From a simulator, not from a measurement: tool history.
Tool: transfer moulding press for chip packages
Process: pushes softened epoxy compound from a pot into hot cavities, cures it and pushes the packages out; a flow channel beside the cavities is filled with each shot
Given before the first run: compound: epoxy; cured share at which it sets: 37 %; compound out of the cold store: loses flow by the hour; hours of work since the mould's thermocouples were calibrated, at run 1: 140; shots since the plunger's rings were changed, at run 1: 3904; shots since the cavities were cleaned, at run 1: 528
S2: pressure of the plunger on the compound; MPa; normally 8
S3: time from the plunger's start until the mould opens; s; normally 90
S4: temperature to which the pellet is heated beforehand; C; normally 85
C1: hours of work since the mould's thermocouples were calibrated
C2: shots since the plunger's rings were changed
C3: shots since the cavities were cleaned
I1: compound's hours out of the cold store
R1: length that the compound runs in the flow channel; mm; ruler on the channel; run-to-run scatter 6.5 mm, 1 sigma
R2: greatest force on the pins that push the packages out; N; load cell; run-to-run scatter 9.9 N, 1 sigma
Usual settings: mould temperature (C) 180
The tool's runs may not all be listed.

run 1 hour=0 | mould_temperature_(C)=180 S2=8 S3=90 S4=85 | C1=140 C2=3904 C3=528 | I1=23.5 | R1=708 R2=448
-- hour=14.5 cavities cleaned with cleaning compound and waxed
run 2 hour=28 | mould_temperature_(C)=180 S2=8 S3=90 S4=85 | C1=151 C2=4099 C3=99 | I1=47.8 | R1=677 R2=429
run 3 hour=48.9 | mould_temperature_(C)=180 S2=8 S3=127 S4=85 | C1=159 C2=4253 C3=253 | I1=27.1 | R1=694 R2=393
run 4 hour=79.1 | mould_temperature_(C)=182 S2=8 S3=127 S4=85 | C1=172 C2=4475 C3=475 | I1=30 | R1=684 R2=387
-- hour=99.5 cavities cleaned with cleaning compound and waxed
run 5 hour=114.4 | mould_temperature_(C)=173 S2=8 S3=90 S4=85 | C1=185 C2=4724 C3=109 | I1=24.5 | R1=716 R2=625
run 6 hour=130.5 | mould_temperature_(C)=173 S2=8 S3=90 S4=85 | C1=192 C2=4843 C3=228 | I1=36.3 | R1=701 R2=628
run 7 hour=161.1 | mould_temperature_(C)=173 S2=8 S3=90 S4=85 | C1=204 C2=5068 C3=453 | I1=44.3 | R1=689 R2=648
-- hour=184.7 cavities cleaned with cleaning compound and waxed
run 8 hour=195.4 | mould_temperature_(C)=173 S2=8 S3=90 S4=85 | C1=218 C2=5309 C3=79 | I1=31.6 | R1=710 R2=656
run 9 hour=222.9 | mould_temperature_(C)=173 S2=8 S3=90 S4=85 | C1=229 C2=5511 C3=281 | I1=27.6 | R1=721 R2=644
run 10 hour=243.2 | mould_temperature_(C)=180 S2=8 S3=90 S4=85 | C1=237 C2=5661 C3=431 | I1=26.8 | R1=700 R2=444
run 11 hour=266.5 | mould_temperature_(C)=180 S2=8 S3=90 S4=85 | C1=247 C2=5833 C3=603 | I1=33.5 | R1=692 R2=457
-- hour=271 cavities cleaned with cleaning compound and waxed
-- hour=281.4 plunger's sealing rings changed
run 12 hour=289.2 | mould_temperature_(C)=176 S2=8 S3=90 S4=85 | C1=254 C2=57 C3=115 | I1=13.2 | R1=739 R2=538
run 13 hour=324.1 | mould_temperature_(C)=176 S2=8 S3=90 S4=85 | C1=269 C2=314 C3=372 | I1=9 | R1=738 R2=555
run 14 hour=339.1 | mould_temperature_(C)=176 S2=8 S3=127 S4=85 | C1=275 C2=425 C3=483 | I1=28 | R1=718 R2=384
-- hour=359.5 cavities cleaned with cleaning compound and waxed
run 15 hour=361.2 | mould_temperature_(C)=176 S2=8 S3=127 S4=85 | C1=283 C2=577 C3=13 | I1=45.2 | R1=681 R2=405
run 16 hour=387.6 | mould_temperature_(C)=178 S2=8.84 S3=85 S4=82 | C1=294 C2=770 C3=206 | I1=37.3 | R1=727 R2=523
run 17 hour=419.8 | mould_temperature_(C)=178 S2=8.84 S3=85 S4=82 | C1=307 C2=1008 C3=444 | I1=22.4 | R1=752 R2=551
-- hour=445.2 cavities cleaned with cleaning compound and waxed
run 18 hour=445.7 | mould_temperature_(C)=179 S2=8 S3=85 S4=85 | C1=317 C2=1187 C3=3 | I1=39.6 | R1=685 R2=513
run 19 hour=463.9 | mould_temperature_(C)=179 S2=8 S3=85 S4=85 | C1=325 C2=1321 C3=137 | I1=21.2 | R1=721 R2=517
run 20 hour=494.9 | mould_temperature_(C)=179 S2=8 S3=111 S4=85 | C1=337 C2=1549 C3=365 | I1=21.7 | R1=715 R2=390
run 21 hour=520.5 | mould_temperature_(C)=179 S2=8 S3=111 S4=85 | C1=348 C2=1738 C3=554 | I1=38.3 | R1=685 R2=395
-- hour=531.6 cavities cleaned with cleaning compound and waxed
run 22 hour=556 | mould_temperature_(C)=179 S2=8 S3=111 S4=85 | C1=362 C2=1988 C3=180 | I1=8.4 | R1=727 R2=409
-- hour=566.1 mould's thermocouples calibrated
run 23 hour=575.3 | mould_temperature_(C)=179 S2=8 S3=111 S4=85 | C1=4 C2=2116 C3=308 | I1=34.4 | R1=695 R2=407
run 24 hour=608.2 | mould_temperature_(C)=179 S2=8 S3=91 S4=85 | C1=17 C2=2357 C3=549 | I1=25.3 | R1=691 R2=467
-- hour=618.8 cavities cleaned with cleaning compound and waxed
run 25 hour=630.8 | mould_temperature_(C)=179 S2=8 S3=91 S4=85 | C1=26 C2=2513 C3=88 | I1=25.5 | R1=708 R2=475
run 26 hour=656.3 | mould_temperature_(C)=179 S2=8 S3=101 S4=77 | C1=36 C2=2700 C3=275 | I1=8.4 | R1=739 R2=424
run 27 hour=683.4 | mould_temperature_(C)=175 S2=9.48 S3=103 S4=84 | C1=47 C2=2900 C3=475 | I1=38.5 | R1=756 R2=466
-- hour=704.5 cavities cleaned with cleaning compound and waxed
run 28 hour=704.5 | mould_temperature_(C)=178 S2=8 S3=90 S4=85 | C1=55 C2=3044 C3=0 | I1=47.6 | R1=676 R2=480

For run 29, what comes out?
run 29 hour=724 | mould_temperature_(C)=178 S2=8 S3=90 S4=85 | C1=63 C2=3188 C3=144 | I1=43.8 | R1=? R2=?

Run 29 gave R1 671 mm, R2 495 N.
Had the tool carried no hidden state, the very same run would have given R1 672 mm, R2 493 N.

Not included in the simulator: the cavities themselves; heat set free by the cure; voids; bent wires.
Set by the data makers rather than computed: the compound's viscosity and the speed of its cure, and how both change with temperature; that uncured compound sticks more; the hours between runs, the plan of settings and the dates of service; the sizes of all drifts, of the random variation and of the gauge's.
